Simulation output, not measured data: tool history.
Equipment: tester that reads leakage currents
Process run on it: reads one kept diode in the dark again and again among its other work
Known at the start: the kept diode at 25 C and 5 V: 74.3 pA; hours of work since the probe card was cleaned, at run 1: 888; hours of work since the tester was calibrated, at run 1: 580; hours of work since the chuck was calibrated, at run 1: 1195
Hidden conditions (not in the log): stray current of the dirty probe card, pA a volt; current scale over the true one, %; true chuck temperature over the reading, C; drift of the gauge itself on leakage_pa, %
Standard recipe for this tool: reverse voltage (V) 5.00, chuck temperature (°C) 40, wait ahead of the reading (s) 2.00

run	hour	reverse voltage (V)	chuck temperature (°C)	wait ahead of the reading (s)	hours of work since the probe card was cleaned	hours of work since the tester was calibrated	hours of work since the chuck was calibrated	current that the tester gives (pA)
1	0.0	5.00	40	2.00	888	580	1195	265.06
2	30.0	5.00	40	2.00	909	601	1216	265.16
3	59.3	5.00	40	3.83	929	622	1236	263.76
4	88.5	5.00	40	3.83	949	642	1256	265.34
5	111.0	5.00	40	2.00	965	658	1272	264.67
6	155.1	5.00	42	2.00	995	688	1303	312.52
7	196.6	5.00	42	2.00	1024	717	1331	313.08
8	226.1	5.00	42	2.00	1045	738	1352	309.85
9	250.7	5.00	40	2.00	1062	755	1369	262.68
10	283.4	5.00	40	2.00	1085	777	1392	263.21
11	324.7	5.00	40	2.00	1113	806	1421	261.79
12	348.7	4.32	40	2.00	1130	823	1437	243.44
13	371.8	4.32	40	2.00	1146	839	1453	243.83
14	409.8	4.32	40	2.00	1172	865	1480	242.73
15	443.0	4.32	40	2.00	1195	888	1503	243.38
16	479.3	10.39	40	2.00	1221	913	1528	381.41
17	524.3	10.39	40	2.00	1252	945	1559	380.66
18	543.5	10.39	40	2.00	1265	958	1572	380.46
19	575.9	5.00	40	2.00	1288	980	1595	258.94
20	620.7	5.00	40	2.00	1319	1012	1626	259.06
21	650.0	1.32	34	0.40	1339	1032	1646	79.18
22	672.8	1.54	38	2.00	1355	1048	1662	119.67
23	708.4	2.55	40	1.14	1380	1072	1687	182.82
# hour 712.9: tester calibrated
24	741.3	2.55	46	1.14	1401	20	1708	300.49
25	765.2	1.25	26	1.24	1418	36	1725	36.98
26	808.0	1.01	26	1.24	1448	66	1755	33.11
27	828.6	1.01	26	1.24	1462	80	1769	33.27
28	860.0	11.44	24	1.80	1484	102	1791	105.14
# hour 885.6: tester calibrated, once more
29	908.9	11.44	24	1.80	1516	16	1823	107.00
30	940.3	11.44	24	1.80	1538	38	1845	106.50
31	968.5	12.60	24	0.80	1558	58	1865	116.62
32	1002.5	4.98	40	2.00	1581	81	1888	258.17
33	1037.6	4.95	35	1.49	1606	106	1913	169.28
34	1081.0	1.36	29	4.57	1636	136	1943	50.48
35	1106.2	14.78	40	0.80	1653	153	1961	458.80
36	1138.6	1.04	20	0.80	1676	176	1983	19.80
37	1179.8	4.13	31	0.84	1704	204	2012	109.74
38	1222.0	1.59	46	3.48	1734	234	2041	234.39
39	1262.3	1.08	39	0.46	1762	262	2069	107.80

What if the next run were any one of these 4? Each begins from the tool's condition after run 39:
A	1294.8	11.91	37	4.14	1784	284	2092	?
B	1294.8	14.44	21	6.90	1784	284	2092	?
C	1294.8	17.61	50	3.51	1784	284	2092	?
D	1294.8	1.08	27	1.25	1784	284	2092	?

run	current that the tester gives (pA)
A	315.41
B	97.03
C	1107.35
D	37.40
Stripped of hidden state, with their random variation kept, the same runs would have yielded:
run	current that the tester gives (pA)
A	343.15
B	87.38
C	1234.73
D	41.67
